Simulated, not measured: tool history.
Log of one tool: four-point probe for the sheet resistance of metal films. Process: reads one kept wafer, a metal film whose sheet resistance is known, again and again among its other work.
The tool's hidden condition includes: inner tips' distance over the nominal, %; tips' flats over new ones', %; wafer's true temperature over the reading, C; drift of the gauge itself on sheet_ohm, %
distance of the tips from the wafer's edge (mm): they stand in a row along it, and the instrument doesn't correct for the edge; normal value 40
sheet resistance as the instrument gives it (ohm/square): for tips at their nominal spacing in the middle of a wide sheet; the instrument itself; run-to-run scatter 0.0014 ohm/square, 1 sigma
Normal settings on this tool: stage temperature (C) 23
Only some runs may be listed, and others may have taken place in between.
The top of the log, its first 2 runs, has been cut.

| run | hour | stage temperature (C) | distance of the tips from the wafer's edge (mm) | touches since the probe head was changed | hours of work since the stage's thermometer was calibrated | sheet resistance as the instrument gives it (ohm/square) |
|---|---|---|---|---|---|---|
| 3 | 176.8 | 29 | 40 | 27214 | 281 | 7.117988 |
| 4 | 280.8 | 29 | 40 | 29129 | 350 | 7.120865 |
| 5 | 365.5 | 29 | 40 | 30690 | 406 | 7.120891 |
| 6 | 500.7 | 29 | 21 | 33181 | 496 | 7.128189 |
| 7 | 568.2 | 29 | 21 | 34424 | 541 | 7.131233 |
| 8 | 656.6 | 23 | 40 | 36053 | 600 | 7.169286 |
| 9 | 760.9 | 23 | 40 | 37974 | 669 | 7.171874 |
| 10 | 851.1 | 23 | 40 | 39636 | 729 | 7.175099 |
| 11 | 970.7 | 23 | 40 | 41839 | 809 | 7.178697 |
| 12 | 1071.6 | 23 | 40 | 43697 | 876 | 7.181145 |
| 13 | 1136.9 | 32 | 40 | 44900 | 919 | 7.123982 |
| 14 | 1277.0 | 23 | 40 | 47482 | 1012 | 7.184510 |
| 15 | 1369.3 | 23 | 40 | 49182 | 1074 | 7.187843 |
| 16 | 1456.3 | 26 | 40 | 50785 | 1132 | 7.169962 |
| 17 | 1523.1 | 26 | 40 | 52015 | 1176 | 7.173889 |
| 18 | 1621.5 | 30 | 40 | 53828 | 1241 | 7.148952 |
| 19 | 1729.8 | 23 | 40 | 55822 | 1313 | 7.196683 |
| 20 | 1823.7 | 23 | 40 | 57552 | 1376 | 7.203948 |
| 21 | 1891.6 | 23 | 40 | 58803 | 1421 | 7.201776 |
| 22 | 2031.1 | 23 | 40 | 61373 | 1514 | 7.206841 |
| 23 | 2120.3 | 26 | 40 | 63016 | 1573 | 7.192763 |
| 24 | 2262.7 | 26 | 40 | 65640 | 1668 | 7.195097 |
| 25 | 2323.1 | 26 | 40 | 66752 | 1708 | 7.195979 |

What does the tool deliver on the next run?
| 26 | 2401.1 | 26 | 40 | 68188 | 1760 | ? |

{"run 26": {"sheet resistance as the instrument gives it (ohm/square)": 7.19964}}
With no hidden state in the tool, this same run would have given sheet resistance as the instrument gives it (ohm/square) 7.084761.

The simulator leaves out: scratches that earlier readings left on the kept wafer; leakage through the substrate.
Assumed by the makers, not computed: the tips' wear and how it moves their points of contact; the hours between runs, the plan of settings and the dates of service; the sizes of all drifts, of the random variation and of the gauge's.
